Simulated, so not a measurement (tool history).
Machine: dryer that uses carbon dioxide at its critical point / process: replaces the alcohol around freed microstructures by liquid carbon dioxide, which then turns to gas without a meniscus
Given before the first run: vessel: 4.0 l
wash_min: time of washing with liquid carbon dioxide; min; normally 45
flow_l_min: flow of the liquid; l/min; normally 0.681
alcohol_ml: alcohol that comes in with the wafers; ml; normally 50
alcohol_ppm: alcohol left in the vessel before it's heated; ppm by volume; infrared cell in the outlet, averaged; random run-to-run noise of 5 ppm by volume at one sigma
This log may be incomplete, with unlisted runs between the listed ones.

Run 1, hour 0.0: usual settings. Result: alcohol_ppm 43 ppm by volume.
Run 2, hour 37.2: usual settings. Result: alcohol_ppm 47 ppm by volume.
Run 3, hour 68.2: usual settings. Result: alcohol_ppm 35 ppm by volume.
Run 4, hour 92.3: usual settings. Result: alcohol_ppm 42 ppm by volume.
Run 5, hour 128.4: usual settings. Result: alcohol_ppm 49 ppm by volume.
Run 6, hour 161.9: usual settings but flow_l_min 0.535 l/min. Result: alcohol_ppm 91 ppm by volume.
Run 7, hour 198.1: usual settings but flow_l_min 0.535 l/min. Result: alcohol_ppm 97 ppm by volume.
Run 8, hour 219.0: usual settings but flow_l_min 0.566 l/min. Result: alcohol_ppm 71 ppm by volume.
Run 9, hour 264.6: usual settings. Result: alcohol_ppm 49 ppm by volume.
Run 10, hour 300.6: usual settings. Result: alcohol_ppm 50 ppm by volume.
Run 11, hour 319.9: usual settings. Result: alcohol_ppm 54 ppm by volume.
Run 12, hour 352.0: usual settings. Result: alcohol_ppm 52 ppm by volume.
Run 13, hour 371.4: usual settings but alcohol_ml 72 ml. Result: alcohol_ppm 55 ppm by volume.
Run 14, hour 412.1: usual settings but wash_min 30 min, alcohol_ml 72 ml. Result: alcohol_ppm 219 ppm by volume.
Run 15, hour 436.4: usual settings. Result: alcohol_ppm 47 ppm by volume.
Run 16, hour 457.7: usual settings. Result: alcohol_ppm 41 ppm by volume.
Run 17, hour 487.0: usual settings but alcohol_ml 59 ml. Result: alcohol_ppm 56 ppm by volume.
Run 18, hour 515.5: usual settings but alcohol_ml 59 ml. Result: alcohol_ppm 56 ppm by volume.
Run 19, hour 560.1: usual settings but wash_min 43 min. Result: alcohol_ppm 54 ppm by volume.
Run 20, hour 582.6: usual settings but wash_min 64 min, flow_l_min 0.831 l/min, alcohol_ml 77 ml. Result: alcohol_ppm 45 ppm by volume.
Run 21, hour 623.4: usual settings but wash_min 55 min, flow_l_min 0.831 l/min, alcohol_ml 57 ml. Result: alcohol_ppm 46 ppm by volume.
Run 22, hour 669.2: usual settings but wash_min 55 min, flow_l_min 0.831 l/min, alcohol_ml 57 ml. Result: alcohol_ppm 45 ppm by volume.
Run 23, hour 709.0: usual settings but wash_min 69 min, flow_l_min 0.857 l/min, alcohol_ml 80 ml. Result: alcohol_ppm 41 ppm by volume.
At hour 717.2: inlet filter changed.
Run 24, hour 741.2: usual settings but wash_min 69 min, flow_l_min 0.857 l/min, alcohol_ml 80 ml. Result: alcohol_ppm 40 ppm by volume.
Run 25, hour 773.4: usual settings but wash_min 27 min, alcohol_ml 29 ml. Result: alcohol_ppm 141 ppm by volume.
Run 26, hour 816.5: usual settings but wash_min 27 min, alcohol_ml 29 ml. Result: alcohol_ppm 137 ppm by volume.
Run 27, hour 840.9: usual settings but wash_min 69 min, flow_l_min 1.000 l/min, alcohol_ml 60 ml. Result: alcohol_ppm 50 ppm by volume.
Run 28, hour 872.0: usual settings but flow_l_min 0.836 l/min. Result: alcohol_ppm 43 ppm by volume.
Run 29, hour 916.0: usual settings but flow_l_min 0.607 l/min, alcohol_ml 28 ml. Result: alcohol_ppm 57 ppm by volume.
Run 30, hour 956.3: usual settings but wash_min 53 min, flow_l_min 0.928 l/min. Result: alcohol_ppm 51 ppm by volume.
Run 31, hour 991.8: usual settings but wash_min 34 min, flow_l_min 0.415 l/min. Result: alcohol_ppm 571 ppm by volume.
Run 32, hour 1026.0: usual settings but wash_min 34 min, flow_l_min 0.415 l/min. Result: alcohol_ppm 559 ppm by volume.
Run 33, hour 1056.5: usual settings but wash_min 34 min, flow_l_min 0.415 l/min. Result: alcohol_ppm 570 ppm by volume.
Run 34, hour 1102.1: usual settings but wash_min 34 min, flow_l_min 0.415 l/min, alcohol_ml 114 ml. Result: alcohol_ppm 1278 ppm by volume.
Run 35, hour 1129.2: usual settings but wash_min 34 min, flow_l_min 0.415 l/min, alcohol_ml 114 ml. Result: alcohol_ppm 1246 ppm by volume.
Run 36, hour 1153.7: usual settings but wash_min 49 min, flow_l_min 0.415 l/min, alcohol_ml 26 ml. Result: alcohol_ppm 124 ppm by volume.
Run 37, hour 1185.5: usual settings but wash_min 49 min, flow_l_min 0.415 l/min, alcohol_ml 26 ml. Result: alcohol_ppm 123 ppm by volume.
Run 38, hour 1223.1: usual settings but wash_min 49 min, flow_l_min 0.415 l/min, alcohol_ml 26 ml. Result: alcohol_ppm 123 ppm by volume.

Predict each of these 4 candidate next runs independently; none follows another, all start after run 38:
Run A, hour 1252.8: usual settings but wash_min 52 min, flow_l_min 0.842 l/min, alcohol_ml 86 ml. Result: alcohol_ppm ?.
Run B, hour 1252.8: usual settings but wash_min 29 min. Result: alcohol_ppm ?.
Run C, hour 1252.8: usual settings but flow_l_min 1.138 l/min. Result: alcohol_ppm ?.
Run D, hour 1252.8: usual settings but wash_min 44 min, flow_l_min 0.415 l/min, alcohol_ml 72 ml. Result: alcohol_ppm ?.

run  alcohol_ppm
  A           52
  B          191
  C           60
  D          371
What these runs would have given with no unlogged condition in the tool:
run  alcohol_ppm
  A            1
  B          119
  C            9
  D          272

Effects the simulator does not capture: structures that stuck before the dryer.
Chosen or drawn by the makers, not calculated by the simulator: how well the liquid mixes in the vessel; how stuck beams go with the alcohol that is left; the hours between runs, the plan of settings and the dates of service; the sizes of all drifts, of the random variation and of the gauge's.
